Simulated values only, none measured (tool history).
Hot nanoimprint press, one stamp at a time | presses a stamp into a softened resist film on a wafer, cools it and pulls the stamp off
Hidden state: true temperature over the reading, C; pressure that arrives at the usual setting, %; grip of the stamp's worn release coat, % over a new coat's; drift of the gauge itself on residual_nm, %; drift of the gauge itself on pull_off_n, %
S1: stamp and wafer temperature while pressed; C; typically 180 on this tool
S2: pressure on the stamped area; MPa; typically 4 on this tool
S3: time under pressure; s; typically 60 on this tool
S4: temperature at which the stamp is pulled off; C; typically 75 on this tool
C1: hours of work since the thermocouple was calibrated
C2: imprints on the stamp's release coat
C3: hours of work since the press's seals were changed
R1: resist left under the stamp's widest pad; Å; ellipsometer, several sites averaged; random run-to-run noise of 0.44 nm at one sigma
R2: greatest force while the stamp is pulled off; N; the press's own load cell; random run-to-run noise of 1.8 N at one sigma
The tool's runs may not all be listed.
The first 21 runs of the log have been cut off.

run,hour,S1,S2,S3,S4,C1,C2,C3,R1,R2
22,497.4,180,2.74,60,65,151,934,308,2535,220
23,515,180,3.12,35,65,159,960,315,2838,221
24,532.5,180,3.12,35,65,166,985,322,2826,223
25,551.8,180,3.12,35,65,173,1013,329,2819,227
26,570.4,180,3.12,35,65,181,1040,337,2811,230
27,598.2,189,3.22,60,75,192,1080,348,1731,199
28,613.8,180,4,65,75,198,1103,354,2163,198
29,638.4,181,4.32,60,72,208,1138,364,2089,209
30,658.7,185,5.4,55,60,216,1168,372,1689,248

Forecast each of these 3 alternatives for the next run:
A,684.2,171,4,92,72,226,1205,383,?,?
B,684.2,185,2.48,55,73,226,1205,383,?,?
C,684.2,182,4,60,75,226,1205,383,?,?

run,R1,R2
A,2657,208
B,2286,203
C,2060,199
The same runs, with their run-to-run variation unchanged, on a tool lacking any hidden condition would have given:
run,R1,R2
A,2701,182
B,2328,177
C,2097,173
